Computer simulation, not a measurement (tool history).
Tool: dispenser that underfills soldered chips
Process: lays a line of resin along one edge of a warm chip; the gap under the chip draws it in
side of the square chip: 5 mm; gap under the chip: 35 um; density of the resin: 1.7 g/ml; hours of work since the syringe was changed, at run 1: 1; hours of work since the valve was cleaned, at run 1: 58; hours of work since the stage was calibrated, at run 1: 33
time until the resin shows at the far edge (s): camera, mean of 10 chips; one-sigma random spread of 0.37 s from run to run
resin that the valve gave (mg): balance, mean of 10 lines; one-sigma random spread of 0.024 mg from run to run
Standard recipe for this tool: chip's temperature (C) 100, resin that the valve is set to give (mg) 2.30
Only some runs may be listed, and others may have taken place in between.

run,hour,chip's temperature (C),resin that the valve is set to give (mg),hours of work since the syringe was changed,hours of work since the valve was cleaned,hours of work since the stage was calibrated,time until the resin shows at the far edge (s),resin that the valve gave (mg)
1,0.0,100,2.30,1,58,33,23.8,2.17
2,4.0,100,2.30,4,60,36,28.3,2.14
3,7.2,100,2.30,6,63,38,32.0,2.17
# hour 12.6: new syringe of resin
4,12.8,100,3.00,0,66,41,21.9,2.77
5,16.2,100,3.00,2,68,44,24.4,2.77
6,21.7,100,2.30,6,71,47,32.3,2.11
# hour 27.4: new syringe of resin
7,27.6,100,2.08,0,75,51,23.4,1.93
8,31.7,100,2.08,3,78,53,26.5,1.91
9,34.8,103,2.08,5,80,55,27.1,1.90
10,38.5,103,2.08,7,82,57,30.7,1.88
# hour 39.8: dispensing valve cleaned and set on the balance
# hour 43.0: new syringe of resin
11,45.1,103,2.08,1,3,61,21.1,2.07
12,50.8,103,2.08,5,7,64,26.0,2.05
13,55.6,100,2.30,8,10,67,35.2,2.25
# hour 57.8: new syringe of resin
14,60.6,100,2.84,2,13,70,24.2,2.78
15,63.7,100,2.84,4,15,72,26.5,2.75
16,69.2,100,2.84,7,18,76,33.5,2.81
# hour 72.4: new syringe of resin
17,74.0,100,2.84,1,21,79,22.6,2.74
18,79.8,100,2.30,5,25,82,28.6,2.23
19,84.8,95,2.37,8,28,85,41.9,2.30
# hour 87.4: new syringe of resin
20,89.9,99,2.30,2,31,88,24.1,2.23
21,95.5,109,2.45,5,34,92,20.3,2.36
22,99.5,98,2.63,8,37,95,35.9,2.55
# hour 102.2: new syringe of resin
23,102.5,98,2.63,0,39,96,22.5,2.52
24,107.7,98,2.63,3,42,100,28.4,2.53

The next listed run, before its measurement:
25,112.8,98,2.63,7,45,103,?,?

time until the resin shows at the far edge (s): 33.7
resin that the valve gave (mg): 2.48
Had the tool carried no hidden state, the very same run would have given time until the resin shows at the far edge (s) 23.0, resin that the valve gave (mg) 2.60.

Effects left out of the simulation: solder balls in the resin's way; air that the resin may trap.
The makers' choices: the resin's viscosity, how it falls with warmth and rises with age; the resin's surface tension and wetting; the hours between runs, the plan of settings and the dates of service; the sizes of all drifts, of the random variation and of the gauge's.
